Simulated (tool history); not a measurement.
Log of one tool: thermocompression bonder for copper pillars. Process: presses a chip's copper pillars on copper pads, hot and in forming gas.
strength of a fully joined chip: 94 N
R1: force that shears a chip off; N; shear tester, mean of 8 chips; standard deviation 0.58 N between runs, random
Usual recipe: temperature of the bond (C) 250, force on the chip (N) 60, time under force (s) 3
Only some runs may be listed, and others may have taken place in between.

{"run": 1, "day": 0.0, "temperature of the bond (C)": 250, "force on the chip (N)": 60, "time under force (s)": 3, "R1": 35.4}
{"run": 2, "day": 0.275, "temperature of the bond (C)": 250, "force on the chip (N)": 60, "time under force (s)": 3, "R1": 33.9}
{"run": 3, "day": 0.679, "temperature of the bond (C)": 250, "force on the chip (N)": 60, "time under force (s)": 3, "R1": 35.8}
{"run": 4, "day": 1.071, "temperature of the bond (C)": 227, "force on the chip (N)": 60, "time under force (s)": 3, "R1": 24.5}
{"run": 5, "day": 1.454, "temperature of the bond (C)": 252, "force on the chip (N)": 60, "time under force (s)": 3, "R1": 36.7}
{"run": 6, "day": 1.746, "temperature of the bond (C)": 250, "force on the chip (N)": 51, "time under force (s)": 3, "R1": 31.1}
{"run": 7, "day": 1.938, "temperature of the bond (C)": 250, "force on the chip (N)": 60, "time under force (s)": 3, "R1": 35.7}
{"run": 8, "day": 2.108, "temperature of the bond (C)": 250, "force on the chip (N)": 60, "time under force (s)": 5, "R1": 43.7}
{"run": 9, "day": 2.442, "temperature of the bond (C)": 250, "force on the chip (N)": 60, "time under force (s)": 5, "R1": 41.9}
{"run": 10, "day": 2.817, "temperature of the bond (C)": 250, "force on the chip (N)": 60, "time under force (s)": 5, "R1": 41.3}
{"day": 2.867, "done": "forming gas filter changed"}
{"run": 11, "day": 3.017, "temperature of the bond (C)": 250, "force on the chip (N)": 60, "time under force (s)": 5, "R1": 45.8}
{"run": 12, "day": 3.208, "temperature of the bond (C)": 250, "force on the chip (N)": 60, "time under force (s)": 6, "R1": 48.6}
{"run": 13, "day": 3.404, "temperature of the bond (C)": 250, "force on the chip (N)": 60, "time under force (s)": 6, "R1": 47.7}
{"run": 14, "day": 3.671, "temperature of the bond (C)": 250, "force on the chip (N)": 60, "time under force (s)": 3, "R1": 37}
{"run": 15, "day": 4.075, "temperature of the bond (C)": 250, "force on the chip (N)": 60, "time under force (s)": 3, "R1": 36.9}
{"run": 16, "day": 4.438, "temperature of the bond (C)": 250, "force on the chip (N)": 38, "time under force (s)": 3, "R1": 26.9}
{"run": 17, "day": 4.675, "temperature of the bond (C)": 250, "force on the chip (N)": 60, "time under force (s)": 3, "R1": 38.2}
{"run": 18, "day": 5.062, "temperature of the bond (C)": 250, "force on the chip (N)": 60, "time under force (s)": 3, "R1": 37.7}
{"run": 19, "day": 5.35, "temperature of the bond (C)": 230, "force on the chip (N)": 60, "time under force (s)": 3, "R1": 28}
{"run": 20, "day": 5.708, "temperature of the bond (C)": 230, "force on the chip (N)": 60, "time under force (s)": 3, "R1": 27}
{"run": 21, "day": 6.021, "temperature of the bond (C)": 265, "force on the chip (N)": 40, "time under force (s)": 5, "R1": 41.7}
{"run": 22, "day": 6.233, "temperature of the bond (C)": 244, "force on the chip (N)": 47, "time under force (s)": 3, "R1": 28.7}
{"run": 23, "day": 6.417, "temperature of the bond (C)": 265, "force on the chip (N)": 47, "time under force (s)": 4, "R1": 42.4}
{"run": 24, "day": 6.812, "temperature of the bond (C)": 248, "force on the chip (N)": 76, "time under force (s)": 3, "R1": 42.2}
{"run": 25, "day": 7.242, "temperature of the bond (C)": 244, "force on the chip (N)": 41, "time under force (s)": 3, "R1": 25.3}
{"run": 26, "day": 7.538, "temperature of the bond (C)": 257, "force on the chip (N)": 43, "time under force (s)": 6, "R1": 41.9}
{"run": 27, "day": 7.954, "temperature of the bond (C)": 278, "force on the chip (N)": 60, "time under force (s)": 3, "R1": 51}
{"run": 28, "day": 8.233, "temperature of the bond (C)": 278, "force on the chip (N)": 86, "time under force (s)": 3, "R1": 63.9}
{"run": 29, "day": 8.642, "temperature of the bond (C)": 278, "force on the chip (N)": 86, "time under force (s)": 3, "R1": 61.9}
{"run": 30, "day": 8.967, "temperature of the bond (C)": 278, "force on the chip (N)": 86, "time under force (s)": 3, "R1": 62.1}
{"run": 31, "day": 9.367, "temperature of the bond (C)": 234, "force on the chip (N)": 38, "time under force (s)": 3, "R1": 20}
{"run": 32, "day": 9.725, "temperature of the bond (C)": 239, "force on the chip (N)": 38, "time under force (s)": 3, "R1": 21.2}
{"run": 33, "day": 10.092, "temperature of the bond (C)": 239, "force on the chip (N)": 40, "time under force (s)": 7, "R1": 31.4}
{"run": 34, "day": 10.267, "temperature of the bond (C)": 267, "force on the chip (N)": 60, "time under force (s)": 4, "R1": 49.6}
{"run": 35, "day": 10.504, "temperature of the bond (C)": 245, "force on the chip (N)": 60, "time under force (s)": 3, "R1": 32.8}
{"run": 36, "day": 10.792, "temperature of the bond (C)": 245, "force on the chip (N)": 60, "time under force (s)": 3, "R1": 34.1}
{"run": 37, "day": 10.996, "temperature of the bond (C)": 262, "force on the chip (N)": 71, "time under force (s)": 4, "R1": 51.6}
{"run": 38, "day": 11.212, "temperature of the bond (C)": 273, "force on the chip (N)": 66, "time under force (s)": 4, "R1": 54.6}
{"run": 39, "day": 11.454, "temperature of the bond (C)": 273, "force on the chip (N)": 66, "time under force (s)": 4, "R1": 55}
{"run": 40, "day": 11.721, "temperature of the bond (C)": 250, "force on the chip (N)": 60, "time under force (s)": 5, "R1": 42.7}

How would selected steps in R1 from run to run divide? Give the signed amount a tool lacking its hidden state would still show from settings, what came in and random variation, and the signed amount left for the hidden state, including any gauge scatter that is not in both of the compared results.
Unlogged tool condition in this case: true temperature of the bond over the reading, C; force that reaches the chip, % of what is set; oxide that the forming gas leaves, % of the face; drift of the gauge itself on shear_n, %.
Run 4 -> 5: temperature of the bond (C) 227 -> 252. R1 +12.2 N: hidden state -1.4, all else +13.6.
Run 10 -> 11: forming gas filter changed. R1 +4.5 N: hidden state +4, all else +0.5.
Run 30 -> 31: temperature of the bond (C) 278 -> 234, force on the chip (N) 86 -> 38. R1 -42.1 N: hidden state +2.5, all else -44.6.
Run 33 -> 34: temperature of the bond (C) 239 -> 267, force on the chip (N) 40 -> 60, time under force (s) 7 -> 4. R1 +18.2 N: hidden state -1.2, all else +19.4.
Run 36 -> 37: temperature of the bond (C) 245 -> 262, force on the chip (N) 60 -> 71, time under force (s) 3 -> 4. R1 +17.5 N: hidden state -1.4, all else +18.9.
